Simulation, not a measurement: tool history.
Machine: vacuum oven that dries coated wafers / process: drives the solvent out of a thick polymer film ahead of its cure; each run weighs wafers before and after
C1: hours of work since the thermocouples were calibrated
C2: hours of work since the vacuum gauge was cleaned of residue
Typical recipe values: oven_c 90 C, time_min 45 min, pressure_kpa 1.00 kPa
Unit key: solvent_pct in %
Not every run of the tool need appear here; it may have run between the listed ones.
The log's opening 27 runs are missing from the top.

Run 28, hour 261.4: usual settings but time_min 23 min, pressure_kpa 3.24 kPa; C1 140; C2 24. Result: solvent_pct 8.49 %.
Run 29, hour 273.3: usual settings but time_min 78 min, pressure_kpa 3.06 kPa; C1 149; C2 33. Result: solvent_pct 4.79 %.
Run 30, hour 287.8: usual settings but oven_c 100 C, time_min 28 min, pressure_kpa 0.61 kPa; C1 160; C2 44. Result: solvent_pct 3.13 %.
At hour 298.7: vacuum gauge cleaned of residue and calibrated, once more.
Run 31, hour 301.6: usual settings but oven_c 100 C, time_min 28 min, pressure_kpa 0.61 kPa; C1 169; C2 2. Result: solvent_pct 2.98 %.
Run 32, hour 309.4: usual settings but oven_c 82 C, time_min 52 min, pressure_kpa 1.65 kPa; C1 175; C2 8. Result: solvent_pct 6.15 %.
Run 33, hour 322.8: usual settings but oven_c 82 C, time_min 52 min, pressure_kpa 1.65 kPa; C1 186; C2 18. Result: solvent_pct 6.07 %.
Run 34, hour 330.1: usual settings but oven_c 82 C, time_min 52 min, pressure_kpa 1.65 kPa; C1 191; C2 24. Result: solvent_pct 6.22 %.
Run 35, hour 339.6: usual settings but oven_c 82 C, time_min 52 min, pressure_kpa 1.39 kPa; C1 199; C2 31. Result: solvent_pct 5.89 %.
Run 36, hour 346.1: usual settings but oven_c 82 C, time_min 52 min, pressure_kpa 1.39 kPa; C1 204; C2 36. Result: solvent_pct 5.89 %.
Run 37, hour 359.0: usual settings but oven_c 88 C, time_min 29 min; C1 213; C2 46. Result: solvent_pct 6.27 %.
Run 38, hour 369.4: usual settings but oven_c 87 C, time_min 54 min, pressure_kpa 0.95 kPa; C1 221; C2 54. Result: solvent_pct 3.78 %.
Run 39, hour 380.4: usual settings but oven_c 81 C, time_min 54 min, pressure_kpa 3.30 kPa; C1 230; C2 63. Result: solvent_pct 8.59 %.

3 options for the next run, each taken on its own from the tool as it stands now. Forecast them:
Run A, hour 390.8: usual settings but oven_c 81 C, time_min 54 min, pressure_kpa 2.51 kPa; C1 238; C2 71. Result: solvent_pct ?.
Run B, hour 390.8: usual settings but time_min 70 min, pressure_kpa 1.88 kPa; C1 238; C2 71. Result: solvent_pct ?.
Run C, hour 390.8: usual settings but oven_c 100 C, time_min 54 min, pressure_kpa 3.30 kPa; C1 238; C2 71. Result: solvent_pct ?.

run  solvent_pct
  A         7.55
  B         3.41
  C         3.53
Without the tool's hidden state the same runs would have given:
run  solvent_pct
  A         7.28
  B         3.23
  C         3.38
